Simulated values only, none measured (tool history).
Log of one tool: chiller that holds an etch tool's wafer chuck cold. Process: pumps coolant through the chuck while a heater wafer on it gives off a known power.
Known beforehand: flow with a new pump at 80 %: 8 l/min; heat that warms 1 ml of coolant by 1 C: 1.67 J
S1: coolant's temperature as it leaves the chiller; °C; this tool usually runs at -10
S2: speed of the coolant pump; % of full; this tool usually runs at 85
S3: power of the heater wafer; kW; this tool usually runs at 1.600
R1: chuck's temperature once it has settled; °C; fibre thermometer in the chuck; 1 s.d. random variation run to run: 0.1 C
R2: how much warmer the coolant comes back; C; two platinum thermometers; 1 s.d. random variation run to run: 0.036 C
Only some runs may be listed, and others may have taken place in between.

Run 1, day 0.000: usual settings. Result: R1 3.5 °C, R2 7.12 C.
Run 2, day 2.454: usual settings but S3 1.148 kW. Result: R1 -0.3 °C, R2 5.20 C.
Run 3, day 6.075: usual settings but S3 1.148 kW. Result: R1 0.1 °C, R2 5.18 C.
Run 4, day 9.054: usual settings but S3 1.143 kW. Result: R1 0.0 °C, R2 5.15 C.
Run 5, day 11.917: usual settings. Result: R1 3.8 °C, R2 7.22 C.
Run 6, day 13.521: usual settings. Result: R1 3.8 °C, R2 7.19 C.
Run 7, day 15.821: usual settings. Result: R1 3.9 °C, R2 7.25 C.
Run 8, day 18.546: usual settings. Result: R1 4.0 °C, R2 7.15 C.
Run 9, day 21.108: usual settings but S2 69 % of full. Result: R1 6.3 °C, R2 9.08 C.
Run 10, day 22.892: usual settings but S2 76 % of full. Result: R1 5.1 °C, R2 8.19 C.
Run 11, day 26.421: usual settings. Result: R1 3.8 °C, R2 7.19 C.
Run 12, day 28.962: usual settings. Result: R1 3.8 °C, R2 7.26 C.
Run 13, day 32.792: usual settings. Result: R1 4.1 °C, R2 7.33 C.
At day 34.908: chiller's thermometer calibrated.
Run 14, day 35.604: usual settings. Result: R1 3.7 °C, R2 7.28 C.
Run 15, day 39.262: usual settings. Result: R1 3.8 °C, R2 7.29 C.
Run 16, day 41.704: usual settings. Result: R1 3.7 °C, R2 7.29 C.
Run 17, day 44.133: usual settings but S1 -20 °C, S2 70 % of full, S3 2.271 kW. Result: R1 2.8 °C, R2 12.76 C.
Run 18, day 47.100: usual settings but S1 -20 °C, S2 70 % of full, S3 2.271 kW. Result: R1 2.7 °C, R2 12.83 C.
Run 19, day 48.754: usual settings but S1 -3 °C, S2 96 % of full, S3 1.530 kW. Result: R1 9.2 °C, R2 6.09 C.
Run 20, day 51.896: usual settings but S1 -1 °C, S2 83 % of full. Result: R1 13.3 °C, R2 7.51 C.
Run 21, day 54.058: usual settings but S1 -5 °C, S2 98 % of full, S3 1.523 kW. Result: R1 7.1 °C, R2 6.05 C.
Run 22, day 57.379: usual settings but S1 -14 °C. Result: R1 -0.2 °C, R2 7.33 C.
Run 23, day 61.033: usual settings but S1 -14 °C. Result: R1 -0.1 °C, R2 7.30 C.
Run 24, day 62.921: usual settings but S1 -18 °C, S3 2.212 kW. Result: R1 1.5 °C, R2 10.19 C.
Run 25, day 66.154: usual settings but S1 -1 °C, S3 1.326 kW. Result: R1 10.7 °C, R2 6.09 C.
Run 26, day 67.962: usual settings but S1 -1 °C, S3 1.332 kW. Result: R1 10.7 °C, R2 6.24 C.
Run 27, day 70.533: usual settings but S1 -1 °C, S3 1.332 kW. Result: R1 10.8 °C, R2 6.16 C.
Run 28, day 73.971: usual settings but S1 -14 °C, S2 93 % of full, S3 2.086 kW. Result: R1 3.2 °C, R2 8.78 C.
Run 29, day 75.958: usual settings but S3 0.804 kW. Result: R1 -2.7 °C, R2 3.76 C.

Forecast each of these 5 alternatives for the next run:
Run A, day 78.258: usual settings but S1 -18 °C, S2 68 % of full, S3 1.266 kW. Result: R1 ?, R2 ?.
Run B, day 78.258: usual settings but S1 -15 °C, S2 65 % of full, S3 1.816 kW. Result: R1 ?, R2 ?.
Run C, day 78.258: usual settings but S1 -11 °C, S3 0.804 kW. Result: R1 ?, R2 ?.
Run D, day 78.258: usual settings but S1 -11 °C, S2 98 % of full, S3 1.537 kW. Result: R1 ?, R2 ?.
Run E, day 78.258: usual settings but S1 -8 °C, S3 2.293 kW. Result: R1 ?, R2 ?.

run    R1     R2
  A  -4.9   7.49
  B   4.8  11.31
  C  -3.9   3.76
  D   1.5   6.19
  E  12.3  10.66
With no hidden state in the tool, these same runs would have given:
run    R1     R2
  A  -6.9   6.77
  B   1.9  10.23
  C  -5.0   3.41
  D  -0.4   5.60
  E   9.3   9.64
